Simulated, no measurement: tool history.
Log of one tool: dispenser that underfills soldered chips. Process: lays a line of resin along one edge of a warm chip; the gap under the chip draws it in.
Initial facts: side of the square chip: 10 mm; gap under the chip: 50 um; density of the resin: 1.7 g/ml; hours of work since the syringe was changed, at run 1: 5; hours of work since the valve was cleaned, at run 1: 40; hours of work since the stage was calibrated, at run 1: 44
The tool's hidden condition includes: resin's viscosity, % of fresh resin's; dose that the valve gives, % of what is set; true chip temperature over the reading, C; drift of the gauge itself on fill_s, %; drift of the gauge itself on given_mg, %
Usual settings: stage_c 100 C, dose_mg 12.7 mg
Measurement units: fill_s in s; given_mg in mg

run,hour,stage_c,dose_mg,hours of work since the syringe was changed,hours of work since the valve was cleaned,hours of work since the stage was calibrated,fill_s,given_mg
1,0,100,12.7,5,40,44,169.9,12.49
# hour 4.8: new syringe of resin
2,9.2,100,12.7,3,47,51,153.2,12.47
3,16,100,12.7,8,51,56,185.3,12.41
# hour 17.2: new syringe of resin
# hour 23.5: dispensing valve cleaned and set on the balance
4,26,100,12.7,6,2,62,164.7,12.76
5,30.1,100,12.7,9,5,65,184.8,12.71
# hour 30.9: new syringe of resin
6,36.5,100,12.7,4,9,69,157.3,12.66
7,42,100,12.7,8,13,73,185.1,12.7
# hour 43.6: new syringe of resin
8,46.3,100,12.7,2,16,76,142.2,12.63
9,52.1,100,12.7,6,20,80,166.7,12.65
# hour 55.9: new syringe of resin
10,61.4,100,12.7,4,27,87,153.4,12.51
# hour 68.3: new syringe of resin
11,68.3,100,12.7,0,31,92,130.3,12.53
12,72.7,112,12.7,3,35,95,104.6,12.54
13,79.7,100,12.7,8,40,100,180.4,12.47

What if the next run were any one of these 5? Each begins from the tool's condition after run 13:
# hour 80.7: new syringe of resin
A,85.3,96,12.7,3,43,104,?,?
# hour 80.7: new syringe of resin
B,85.3,100,10.9,3,43,104,?,?
# hour 80.7: new syringe of resin
C,85.3,114,16,3,43,104,?,?
# hour 80.7: new syringe of resin
D,85.3,88,12.7,3,43,104,?,?
# hour 80.7: new syringe of resin
E,85.3,106,14.9,3,43,104,?,?

run,fill_s,given_mg
A,168,12.51
B,155.5,10.73
C,96.7,15.69
D,216.7,12.54
E,122.4,14.61
Without the tool's unlogged condition, the same runs would have read:
run,fill_s,given_mg
A,149.4,12.73
B,138,10.92
C,86.2,15.96
D,192.9,12.76
E,109.1,14.87
